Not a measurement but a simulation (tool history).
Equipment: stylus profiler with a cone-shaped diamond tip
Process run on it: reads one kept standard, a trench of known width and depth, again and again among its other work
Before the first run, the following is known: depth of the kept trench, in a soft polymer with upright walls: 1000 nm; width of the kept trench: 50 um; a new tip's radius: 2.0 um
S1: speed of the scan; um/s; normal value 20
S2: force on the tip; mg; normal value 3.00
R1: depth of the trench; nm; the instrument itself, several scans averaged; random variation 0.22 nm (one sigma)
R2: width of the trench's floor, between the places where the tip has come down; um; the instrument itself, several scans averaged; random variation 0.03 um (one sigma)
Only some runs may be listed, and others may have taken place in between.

run	hour	S1	S2	R1	R2
1	0.0	20	3.00	1011.85	44.56
2	76.2	79	3.00	1012.04	44.40
3	178.2	79	3.00	1012.27	44.29
4	270.1	79	3.00	1012.25	44.23
5	367.5	79	3.00	1012.95	44.06
6	418.5	79	3.00	1012.63	44.10
7	464.9	79	3.00	1012.48	44.01
8	548.4	20	3.00	1013.48	43.98
9	636.9	40	3.00	1013.34	43.91
10	717.9	40	3.00	1013.99	43.81
11	817.4	9	3.00	1014.08	43.79
# hour 824.5: height scale calibrated on a step standard
12	923.3	9	3.00	1015.59	43.71
13	1023.1	9	5.46	1019.87	43.63
14	1117.6	72	3.00	1016.54	43.38
# hour 1203.5: height scale calibrated on a step standard, once more
15	1211.0	20	3.00	1007.71	43.43
16	1283.4	20	3.00	1007.63	43.36
17	1328.7	20	2.99	1007.70	43.32
18	1422.4	44	3.55	1008.75	43.22
19	1469.8	7	1.65	1005.46	43.15
20	1518.9	12	3.93	1009.46	43.11
21	1597.9	10	2.57	1007.66	43.11
22	1695.7	20	5.25	1011.59	43.05
23	1777.3	41	1.05	1005.12	42.78
24	1850.5	11	4.63	1012.03	42.91
25	1918.3	61	8.29	1016.63	42.79
# hour 1998.2: new tip fitted, height scale calibrated
26	2006.5	41	1.62	1005.66	46.39
27	2074.3	7	1.62	1005.24	46.31
28	2123.3	7	6.84	1012.99	46.26
29	2208.4	17	6.84	1013.75	46.09
30	2312.8	20	2.89	1008.61	45.93
31	2405.9	20	2.89	1008.67	45.74

Here are 3 independent what-if runs from the current tool condition. What would each one return?
A	2486.2	20	2.78	?	?
B	2486.2	5	1.45	?	?
C	2486.2	42	2.31	?	?

run	R1	R2
A	1008.51	45.65
B	1006.17	45.73
C	1008.00	45.57
Without the tool's unlogged condition, the same runs would have read:
run	R1	R2
A	1007.11	46.46
B	1004.77	46.55
C	1006.60	46.39
